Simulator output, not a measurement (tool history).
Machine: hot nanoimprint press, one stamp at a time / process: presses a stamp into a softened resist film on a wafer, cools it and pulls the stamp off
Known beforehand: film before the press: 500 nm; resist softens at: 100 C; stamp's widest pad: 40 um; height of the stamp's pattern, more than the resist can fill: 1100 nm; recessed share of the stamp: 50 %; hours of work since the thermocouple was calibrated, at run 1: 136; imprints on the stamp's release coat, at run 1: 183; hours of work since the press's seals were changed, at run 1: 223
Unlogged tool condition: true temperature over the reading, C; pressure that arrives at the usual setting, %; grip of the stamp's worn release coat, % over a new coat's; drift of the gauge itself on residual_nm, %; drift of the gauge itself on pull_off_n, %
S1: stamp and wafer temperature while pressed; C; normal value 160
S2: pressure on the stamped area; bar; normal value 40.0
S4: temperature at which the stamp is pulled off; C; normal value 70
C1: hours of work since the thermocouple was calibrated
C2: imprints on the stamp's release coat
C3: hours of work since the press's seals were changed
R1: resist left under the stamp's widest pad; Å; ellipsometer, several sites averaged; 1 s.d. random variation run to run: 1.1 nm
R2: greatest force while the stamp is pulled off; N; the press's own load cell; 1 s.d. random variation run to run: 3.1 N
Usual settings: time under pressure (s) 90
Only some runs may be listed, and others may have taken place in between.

Run 1, hour 0.0: usual settings; C1 136; C2 183; C3 223. Result: R1 2744 Å, R2 149 N.
Run 2, hour 13.4: usual settings; C1 143; C2 204; C3 229. Result: R1 2756 Å, R2 154 N.
Run 3, hour 20.2: usual settings; C1 146; C2 214; C3 233. Result: R1 2754 Å, R2 154 N.
Run 4, hour 33.6: usual settings but S1 153 C; C1 153; C2 234; C3 239. Result: R1 3660 Å, R2 161 N.
Run 5, hour 40.2: usual settings but S1 153 C; C1 156; C2 244; C3 242. Result: R1 3687 Å, R2 158 N.
Run 6, hour 49.6: usual settings but S1 153 C, time under pressure (s) 51; C1 160; C2 258; C3 247. Result: R1 4075 Å, R2 158 N.
Run 7, hour 60.4: usual settings but S1 153 C, time under pressure (s) 51; C1 166; C2 275; C3 252. Result: R1 4071 Å, R2 162 N.
Run 8, hour 72.1: usual settings but S1 158 C; C1 171; C2 292; C3 258. Result: R1 3027 Å, R2 156 N.
Run 9, hour 80.5: usual settings but S1 158 C; C1 176; C2 305; C3 262. Result: R1 3027 Å, R2 154 N.
Run 10, hour 93.8: usual settings; C1 182; C2 325; C3 269. Result: R1 2797 Å, R2 156 N.
At hour 98.0: plate thermocouple calibrated.
Run 11, hour 102.4: usual settings; C1 2; C2 334; C3 271. Result: R1 2814 Å, R2 166 N.
Run 12, hour 110.5: usual settings but S2 61.8 bar; C1 6; C2 346; C3 275. Result: R1 2283 Å, R2 157 N.
Run 13, hour 117.6: usual settings but S2 61.8 bar; C1 10; C2 357; C3 279. Result: R1 2282 Å, R2 154 N.
Run 14, hour 124.5: usual settings; C1 13; C2 367; C3 282. Result: R1 2823 Å, R2 163 N.
Run 15, hour 131.1: usual settings; C1 16; C2 377; C3 285. Result: R1 2807 Å, R2 159 N.
Run 16, hour 137.5: usual settings but time under pressure (s) 49; C1 19; C2 387; C3 289. Result: R1 3320 Å, R2 164 N.
At hour 141.6: plate thermocouple calibrated, once more.
Run 17, hour 152.9: usual settings but time under pressure (s) 49; C1 6; C2 406; C3 295. Result: R1 3264 Å, R2 158 N.
Run 18, hour 162.7: usual settings but S1 159 C, S4 76 C; C1 10; C2 421; C3 299. Result: R1 2883 Å, R2 134 N.
Run 19, hour 172.8: usual settings but S2 39.6 bar, time under pressure (s) 107, S4 66 C; C1 15; C2 436; C3 304. Result: R1 2621 Å, R2 183 N.
Run 20, hour 183.6: usual settings but S2 54.1 bar, time under pressure (s) 55, S4 66 C; C1 21; C2 452; C3 310. Result: R1 2772 Å, R2 187 N.
Run 21, hour 193.7: usual settings but S2 29.1 bar, S4 76 C; C1 26; C2 468; C3 315. Result: R1 3164 Å, R2 147 N.
Run 22, hour 199.3: usual settings but S2 29.1 bar, S4 76 C; C1 28; C2 476; C3 317. Result: R1 3150 Å, R2 145 N.
Run 23, hour 208.8: usual settings but S2 29.1 bar, S4 76 C; C1 33; C2 491; C3 322. Result: R1 3173 Å, R2 143 N.
Run 24, hour 221.2: usual settings but S2 26.0 bar; C1 39; C2 510; C3 328. Result: R1 3319 Å, R2 163 N.
Run 25, hour 231.0: usual settings but S2 26.0 bar; C1 44; C2 524; C3 333. Result: R1 3317 Å, R2 167 N.
Run 26, hour 238.6: usual settings; C1 47; C2 536; C3 337. Result: R1 2753 Å, R2 163 N.
Run 27, hour 249.4: usual settings but S1 172 C, S2 24.7 bar, time under pressure (s) 52, S4 77 C; C1 53; C2 552; C3 342. Result: R1 2511 Å, R2 141 N.
Run 28, hour 256.4: usual settings but S1 157 C, S2 28.2 bar; C1 56; C2 563; C3 345. Result: R1 3603 Å, R2 170 N.
Run 29, hour 267.2: usual settings but S1 167 C, S2 37.6 bar; C1 62; C2 579; C3 351. Result: R1 2087 Å, R2 164 N.

Selected run-to-run steps in R1, each split into two signed amounts: the part the tool would show with no hidden state at all (from settings, incoming material and random variation), and the remainder, which goes to the hidden state together with any gauge scatter not common to the measured and the hidden-state-free results:
Run 10 -> 11: plate thermocouple calibrated. R1 +17 Å: hidden state +35, all else -18.
Run 16 -> 17: plate thermocouple calibrated, once more. R1 -56 Å: hidden state -78, all else +22.
Run 27 -> 28: S1 172 -> 157, S2 24.7 -> 28.2, time under pressure (s) 52 -> 90, S4 77 -> 70. R1 +1092 Å: hidden state +9, all else +1083.
Run 28 -> 29: S1 157 -> 167, S2 28.2 -> 37.6. R1 -1516 Å: hidden state -3, all else -1513.
